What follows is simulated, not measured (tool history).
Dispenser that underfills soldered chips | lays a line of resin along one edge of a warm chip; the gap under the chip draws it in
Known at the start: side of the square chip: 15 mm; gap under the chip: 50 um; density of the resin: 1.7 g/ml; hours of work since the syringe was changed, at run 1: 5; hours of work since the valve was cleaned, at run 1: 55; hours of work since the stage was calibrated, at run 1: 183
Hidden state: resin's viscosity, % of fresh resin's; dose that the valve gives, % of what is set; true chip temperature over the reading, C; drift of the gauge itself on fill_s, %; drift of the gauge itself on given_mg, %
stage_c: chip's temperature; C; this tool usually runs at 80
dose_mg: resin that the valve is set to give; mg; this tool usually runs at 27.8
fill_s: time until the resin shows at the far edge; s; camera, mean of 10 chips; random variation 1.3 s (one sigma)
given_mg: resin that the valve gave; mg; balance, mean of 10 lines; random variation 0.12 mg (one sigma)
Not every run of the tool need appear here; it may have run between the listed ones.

run  hour  stage_c  dose_mg  hours of work since the syringe was changed  hours of work since the valve was cleaned  hours of work since the stage was calibrated  fill_s  given_mg
  1   0.0       80     27.8                                            5                                         55                                           183   151.1     26.20
      4.1  -- new syringe of resin
  2   5.9       80     27.8                                            1                                         59                                           187   136.5     26.03
  3  11.6       80     27.8                                            6                                         63                                           191   157.0     26.15
     15.0  -- new syringe of resin
  4  15.9       80     27.8                                            1                                         66                                           194   130.4     26.18
  5  22.2       80     27.8                                            5                                         71                                           199   151.4     25.84
     25.9  -- new syringe of resin
  6  26.6       80     27.8                                            0                                         74                                           202   133.9     25.81
  7  31.7       80     27.8                                            4                                         78                                           206   149.6     25.75
     36.9  -- new syringe of resin
  8  37.6       77     27.8                                            1                                         82                                           210   153.3     25.55
  9  43.2       77     27.8                                            5                                         86                                           214   178.1     25.59
     47.7  -- new syringe of resin
 10  48.0       80     27.8                                            0                                         90                                           218   133.0     25.31
 11  54.9       72     27.8                                            5                                         95                                           223   234.9     25.18
     58.8  -- new syringe of resin
 12  61.2       72     27.8                                            2                                         99                                           227   211.1     25.13
 13  67.7       80     27.8                                            7                                        104                                           232   164.6     25.01
     69.7  -- new syringe of resin
     73.0  -- dispensing valve cleaned and set on the balance
 14  74.7       80     27.8                                            3                                          1                                           237   140.9     27.72
     81.5  -- new syringe of resin
 15  82.2       80     27.8                                            1                                          7                                           242   130.6     27.79
 16  87.0       80     29.7                                            4                                         10                                           246   146.9     29.47
 17  91.4       80     29.7                                            7                                         14                                           249   161.8     29.33
     92.3  -- new syringe of resin
 18  96.7       80     29.7                                            3                                         17                                           253   144.7     29.28

Run 19 comes next. What will it give?
 19  101.2       80     29.7                                            7                                         21                                           256       ?         ?

{"run 19": {"fill_s": 159.4, "given_mg": 29.14}}
Had the tool carried no hidden state, the very same run would have given fill_s 119.6 s, given_mg 29.73 mg.
